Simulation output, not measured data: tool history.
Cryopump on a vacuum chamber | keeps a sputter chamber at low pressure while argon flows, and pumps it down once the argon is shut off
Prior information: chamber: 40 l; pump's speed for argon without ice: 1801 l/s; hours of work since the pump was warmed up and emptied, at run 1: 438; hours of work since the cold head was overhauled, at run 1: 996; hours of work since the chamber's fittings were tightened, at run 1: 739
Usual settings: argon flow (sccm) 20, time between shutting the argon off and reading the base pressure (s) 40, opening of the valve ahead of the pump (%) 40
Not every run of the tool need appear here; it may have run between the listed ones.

run	hour	argon flow (sccm)	time between shutting the argon off and reading the base pressure (s)	opening of the valve ahead of the pump (%)	hours of work since the pump was warmed up and emptied	hours of work since the cold head was overhauled	hours of work since the chamber's fittings were tightened	pressure while argon flows (Pa)	pressure after the wait (uPa)
1	0	20	40	40	438	996	739	0.0529	2.89
2	27.4	30	40	40	453	1010	754	0.0805	2.85
3	54.3	20	40	40	467	1025	769	0.054	2.84
4	96.1	20	40	40	490	1047	791	0.0553	2.93
5	116.4	20	40	40	501	1058	802	0.0539	2.92
6	152.4	20	40	25	520	1077	821	0.0836	2.96
# hour 203.6: pump warmed up, emptied and cooled again
7	203.6	20	40	25	0	1102	846	0.0754	2.75
8	246.1	20	40	25	23	1125	869	0.0743	2.75
9	284.4	20	40	60	43	1145	889	0.0319	2.71
10	306.3	20	40	60	55	1157	901	0.0324	2.69
11	326.4	20	40	60	66	1168	912	0.0323	2.74
12	352.4	20	40	60	80	1182	925	0.0314	2.84
13	374.9	20	86	40	92	1194	937	0.0492	1.65
14	418.1	10	40	42	115	1217	961	0.0234	2.82
15	461.9	20	29	26	138	1240	984	0.074	3.67

Run 16 is up next; what results do you expect?
16	494.7	35	29	26	156	1258	1002	?	?

pressure while argon flows (Pa): 0.1302
pressure after the wait (uPa): 3.56
Minus the tool's unlogged condition, the same run would have read pressure while argon flows (Pa) 0.1265, pressure after the wait (uPa) 2.91.
